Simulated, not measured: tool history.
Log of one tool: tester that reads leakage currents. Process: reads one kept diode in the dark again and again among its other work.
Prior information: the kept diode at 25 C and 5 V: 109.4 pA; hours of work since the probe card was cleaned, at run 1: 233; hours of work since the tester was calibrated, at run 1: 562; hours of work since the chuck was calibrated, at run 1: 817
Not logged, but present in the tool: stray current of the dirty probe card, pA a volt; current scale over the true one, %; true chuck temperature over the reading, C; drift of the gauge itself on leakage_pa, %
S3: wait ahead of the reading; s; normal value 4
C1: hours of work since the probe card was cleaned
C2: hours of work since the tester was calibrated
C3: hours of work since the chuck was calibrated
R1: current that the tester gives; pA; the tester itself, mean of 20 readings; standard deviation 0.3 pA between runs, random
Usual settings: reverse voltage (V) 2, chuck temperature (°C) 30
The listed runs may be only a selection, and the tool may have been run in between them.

run 1 hour=0 | reverse_voltage_(V)=2 chuck_temperature_(°C)=30 S3=4 | C1=233 C2=562 C3=817 | R1=93.24
run 2 hour=150.9 | reverse_voltage_(V)=2 chuck_temperature_(°C)=30 S3=4 | C1=327 C2=656 C3=911 | R1=92.06
run 3 hour=309.1 | reverse_voltage_(V)=2 chuck_temperature_(°C)=30 S3=4 | C1=426 C2=755 C3=1009 | R1=91.45
run 4 hour=489.7 | reverse_voltage_(V)=12.14 chuck_temperature_(°C)=30 S3=4 | C1=539 C2=867 C3=1122 | R1=257.93
run 5 hour=719.7 | reverse_voltage_(V)=2 chuck_temperature_(°C)=30 S3=4 | C1=682 C2=1011 C3=1266 | R1=89.85
-- hour=819 chuck's temperature calibrated
run 6 hour=893.1 | reverse_voltage_(V)=2 chuck_temperature_(°C)=30 S3=4 | C1=789 C2=1118 C3=46 | R1=101.87
run 7 hour=1067.4 | reverse_voltage_(V)=2 chuck_temperature_(°C)=30 S3=4 | C1=898 C2=1227 C3=155 | R1=101.04
run 8 hour=1270.1 | reverse_voltage_(V)=2 chuck_temperature_(°C)=58 S3=4 | C1=1025 C2=1353 C3=282 | R1=870.83
run 9 hour=1530.3 | reverse_voltage_(V)=2 chuck_temperature_(°C)=58 S3=4 | C1=1187 C2=1516 C3=444 | R1=866.22
run 10 hour=1727 | reverse_voltage_(V)=2 chuck_temperature_(°C)=58 S3=4 | C1=1310 C2=1638 C3=567 | R1=855.44
run 11 hour=1981.9 | reverse_voltage_(V)=2 chuck_temperature_(°C)=58 S3=4 | C1=1469 C2=1798 C3=726 | R1=847.85
run 12 hour=2175.9 | reverse_voltage_(V)=2 chuck_temperature_(°C)=30 S3=4 | C1=1590 C2=1919 C3=847 | R1=96.78
run 13 hour=2358 | reverse_voltage_(V)=2 chuck_temperature_(°C)=30 S3=4 | C1=1704 C2=2032 C3=961 | R1=96.1
-- hour=2554.9 tester calibrated
run 14 hour=2656.6 | reverse_voltage_(V)=1.52 chuck_temperature_(°C)=30 S3=4 | C1=1889 C2=63 C3=1146 | R1=78.69
run 15 hour=2776.2 | reverse_voltage_(V)=1.52 chuck_temperature_(°C)=30 S3=4 | C1=1963 C2=138 C3=1220 | R1=78.55
run 16 hour=2901.8 | reverse_voltage_(V)=1.52 chuck_temperature_(°C)=30 S3=4 | C1=2042 C2=216 C3=1299 | R1=77.75
-- hour=2949.3 chuck's temperature calibrated
run 17 hour=3099.6 | reverse_voltage_(V)=1.52 chuck_temperature_(°C)=30 S3=4 | C1=2164 C2=339 C3=94 | R1=86.8
-- hour=3291.9 probe card cleaned and baked
run 18 hour=3317.7 | reverse_voltage_(V)=1.52 chuck_temperature_(°C)=30 S3=4 | C1=16 C2=473 C3=228 | R1=86.46
run 19 hour=3539.2 | reverse_voltage_(V)=1.52 chuck_temperature_(°C)=30 S3=4 | C1=154 C2=611 C3=366 | R1=84.99
run 20 hour=3766.2 | reverse_voltage_(V)=1.52 chuck_temperature_(°C)=30 S3=4 | C1=296 C2=753 C3=508 | R1=84.57
run 21 hour=4043.1 | reverse_voltage_(V)=1.52 chuck_temperature_(°C)=30 S3=4 | C1=469 C2=926 C3=681 | R1=83.33
run 22 hour=4234.2 | reverse_voltage_(V)=2 chuck_temperature_(°C)=39 S3=4 | C1=588 C2=1045 C3=800 | R1=200.35
run 23 hour=4430.8 | reverse_voltage_(V)=2 chuck_temperature_(°C)=39 S3=4 | C1=711 C2=1168 C3=923 | R1=199.84
run 24 hour=4608.3 | reverse_voltage_(V)=2 chuck_temperature_(°C)=39 S3=4 | C1=822 C2=1278 C3=1034 | R1=196.9
-- hour=4858.1 probe card cleaned and baked, once more
run 25 hour=4863.3 | reverse_voltage_(V)=2 chuck_temperature_(°C)=39 S3=4 | C1=3 C2=1436 C3=1191 | R1=191.45
-- hour=5081.2 chuck's temperature calibrated
run 26 hour=5134.2 | reverse_voltage_(V)=6.23 chuck_temperature_(°C)=45 S3=2.09 | C1=171 C2=1604 C3=33 | R1=647.12
run 27 hour=5339.6 | reverse_voltage_(V)=6.23 chuck_temperature_(°C)=45 S3=2.09 | C1=299 C2=1732 C3=161 | R1=643.36
run 28 hour=5503.3 | reverse_voltage_(V)=1.22 chuck_temperature_(°C)=41 S3=3.67 | C1=401 C2=1834 C3=263 | R1=184.27
run 29 hour=5662 | reverse_voltage_(V)=2.82 chuck_temperature_(°C)=30 S3=1.35 | C1=500 C2=1933 C3=362 | R1=120.87
run 30 hour=5781.4 | reverse_voltage_(V)=2.24 chuck_temperature_(°C)=29 S3=0.68 | C1=575 C2=2007 C3=437 | R1=97.26
run 31 hour=5986.4 | reverse_voltage_(V)=2.24 chuck_temperature_(°C)=29 S3=0.68 | C1=703 C2=2135 C3=565 | R1=95.67
-- hour=6033.6 tester calibrated
run 32 hour=6159.3 | reverse_voltage_(V)=1.07 chuck_temperature_(°C)=22 S3=0.32 | C1=810 C2=78 C3=672 | R1=32.98
run 33 hour=6454.1 | reverse_voltage_(V)=1.07 chuck_temperature_(°C)=22 S3=0.32 | C1=994 C2=262 C3=856 | R1=32.92
run 34 hour=6630.9 | reverse_voltage_(V)=1.07 chuck_temperature_(°C)=27 S3=0.84 | C1=1104 C2=373 C3=966 | R1=49.65
run 35 hour=6813 | reverse_voltage_(V)=1.07 chuck_temperature_(°C)=27 S3=1.17 | C1=1218 C2=486 C3=1080 | R1=49.32
run 36 hour=7003.7 | reverse_voltage_(V)=7.44 chuck_temperature_(°C)=42 S3=4.23 | C1=1337 C2=605 C3=1199 | R1=513.26
-- hour=7210.5 chuck's temperature calibrated
run 37 hour=7241.7 | reverse_voltage_(V)=7.44 chuck_temperature_(°C)=42 S3=4.23 | C1=1484 C2=753 C3=20 | R1=566.98
run 38 hour=7418.8 | reverse_voltage_(V)=7.44 chuck_temperature_(°C)=42 S3=0.33 | C1=1594 C2=863 C3=130 | R1=561.74

Forecast each of these 5 alternatives for the next run:
run A hour=7714.2 | reverse_voltage_(V)=2 chuck_temperature_(°C)=54 S3=1.8 | C1=1779 C2=1048 C3=314 | R1=?
run B hour=7714.2 | reverse_voltage_(V)=12.86 chuck_temperature_(°C)=26 S3=4.94 | C1=1779 C2=1048 C3=314 | R1=?
run C hour=7714.2 | reverse_voltage_(V)=2.63 chuck_temperature_(°C)=30 S3=0.99 | C1=1779 C2=1048 C3=314 | R1=?
run D hour=7714.2 | reverse_voltage_(V)=1.66 chuck_temperature_(°C)=30 S3=4 | C1=1779 C2=1048 C3=314 | R1=?
run E hour=7714.2 | reverse_voltage_(V)=15.34 chuck_temperature_(°C)=30 S3=2.3 | C1=1779 C2=1048 C3=314 | R1=?

run=A R1=640.79
run=B R1=212.34
run=C R1=116.07
run=D R1=89.18
run=E R1=328.51
Had the tool no hidden state, the same runs would have come out as:
run=A R1=650.21
run=B R1=204.82
run=C R1=116.15
run=D R1=89.59
run=E R1=320.94
